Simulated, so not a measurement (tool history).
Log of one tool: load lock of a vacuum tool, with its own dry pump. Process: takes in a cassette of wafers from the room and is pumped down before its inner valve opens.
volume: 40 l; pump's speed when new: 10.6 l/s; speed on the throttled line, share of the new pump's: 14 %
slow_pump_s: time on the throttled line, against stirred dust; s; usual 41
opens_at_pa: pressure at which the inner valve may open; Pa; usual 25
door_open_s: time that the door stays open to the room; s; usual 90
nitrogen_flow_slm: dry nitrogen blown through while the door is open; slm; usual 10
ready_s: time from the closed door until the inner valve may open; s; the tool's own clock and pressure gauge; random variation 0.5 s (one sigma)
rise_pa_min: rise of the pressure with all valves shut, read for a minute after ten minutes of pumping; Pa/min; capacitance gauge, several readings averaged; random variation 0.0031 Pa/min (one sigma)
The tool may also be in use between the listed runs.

run	hour	slow_pump_s	opens_at_pa	door_open_s	nitrogen_flow_slm	incoming humidity of the room's air, %	ready_s	rise_pa_min
1	0.0	41	25	90	10	47.1	67.1	0.211
2	83.9	41	25	90	10	44.1	67.2	0.215
3	162.1	41	25	90	10	45.3	68.1	0.218
4	238.7	32	25	90	10	49.0	61.0	0.223
5	293.5	32	25	90	10	46.8	60.0	0.223
6	361.9	41	25	31	10	42.5	68.2	0.207
7	447.4	41	25	31	10	48.1	67.0	0.209
8	492.1	41	25	31	10	42.3	67.4	0.202
9	569.0	41	25	31	10	43.3	68.0	0.205
10	645.7	41	25	31	10	46.7	68.4	0.211
11	736.4	41	25	54	10	43.7	67.9	0.227
12	819.8	41	25	54	10	47.3	67.5	0.226
13	901.5	41	25	54	10	43.1	68.6	0.232
14	981.1	41	25	90	17	46.5	67.8	0.230
15	1051.1	21	25	90	17	41.2	51.1	0.228
16	1101.2	41	25	90	10	46.6	67.7	0.242
17	1160.7	41	25	90	10	46.3	68.6	0.251
18	1220.5	26	25	90	10	44.3	55.6	0.248
19	1261.2	46	24	215	10	47.1	72.8	0.280
20	1313.6	46	24	215	10	49.3	71.9	0.289
21	1370.1	41	39	90	10	48.0	65.5	0.266
22	1406.6	41	39	90	10	43.3	66.0	0.260
23	1483.4	35	25	116	10	43.2	63.9	0.269
24	1539.3	35	25	116	10	48.2	63.6	0.274
25	1622.3	24	25	53	10	45.8	54.0	0.257
26	1690.3	24	25	53	10	43.3	54.0	0.255
27	1748.6	24	25	53	10	47.4	54.3	0.265
28	1827.2	41	24	90	5	45.5	68.8	0.284
29	1864.1	34	24	40	41	42.9	62.3	0.239
30	1937.7	20	25	75	4	41.9	50.8	0.280
31	1986.7	20	25	75	4	45.6	50.2	0.286
32	2077.6	20	25	75	4	44.5	51.0	0.294
33	2115.6	20	25	75	4	45.6	51.0	0.292
34	2196.7	20	25	75	4	46.1	50.6	0.297
35	2279.5	20	19	89	4	44.7	51.6	0.303
36	2327.1	20	19	89	4	43.1	51.5	0.303

Forecast each of these 3 alternatives for the next run:
A	2365.2	33	20	38	10	45.7	?	?
B	2365.2	41	39	45	5	42.1	?	?
C	2365.2	20	19	89	40	46.1	?	?

run	ready_s	rise_pa_min
A	62.8	0.277
B	65.9	0.288
C	52.2	0.263
Without the tool's hidden state the same runs would have given:
run	ready_s	rise_pa_min
A	60.8	0.040
B	64.2	0.046
C	50.0	0.026
